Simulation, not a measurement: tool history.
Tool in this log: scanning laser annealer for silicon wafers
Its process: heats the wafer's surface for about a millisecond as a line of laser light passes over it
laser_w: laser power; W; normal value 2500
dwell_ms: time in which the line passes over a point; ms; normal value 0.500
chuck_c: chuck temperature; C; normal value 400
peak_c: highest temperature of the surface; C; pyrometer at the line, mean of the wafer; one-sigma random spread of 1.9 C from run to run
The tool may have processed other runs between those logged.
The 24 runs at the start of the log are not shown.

run,hour,laser_w,dwell_ms,chuck_c,hours of work since the window was cleaned,hours of work since the power meter was calibrated,hours of work since the optics were aligned,peak_c
25,1049.8,2207,0.500,394,146,1924,231,1069
26,1106.0,2347,0.492,400,176,1954,261,1106
27,1165.2,2617,0.351,396,207,1986,293,1061
28,1203.5,2646,0.418,385,228,2006,313,1118
29,1232.6,2500,0.510,400,244,2022,329,1163
30,1263.8,2500,0.510,400,260,2039,346,1166
31,1311.4,2617,0.500,434,286,2064,371,1223
32,1356.1,2362,0.573,387,310,2088,395,1143
33,1394.7,2362,0.573,387,331,2109,416,1143
34,1431.8,2362,0.573,387,350,2129,436,1144

Here are 4 independent what-if runs from the current tool condition. What would each one return?
# hour 1482.1: window over the wafer cleaned
A,1491.9,2261,0.532,366,5,2160,467,?
# hour 1482.1: window over the wafer cleaned
B,1491.9,2320,0.510,370,5,2160,467,?
# hour 1482.1: window over the wafer cleaned
C,1491.9,2500,0.500,397,5,2160,467,?
# hour 1482.1: window over the wafer cleaned
D,1491.9,2239,0.558,387,5,2160,467,?

run,peak_c
A,1093
B,1096
C,1177
D,1122
What these runs would have given with no unlogged condition in the tool:
run,peak_c
A,1109
B,1112
C,1194
D,1139

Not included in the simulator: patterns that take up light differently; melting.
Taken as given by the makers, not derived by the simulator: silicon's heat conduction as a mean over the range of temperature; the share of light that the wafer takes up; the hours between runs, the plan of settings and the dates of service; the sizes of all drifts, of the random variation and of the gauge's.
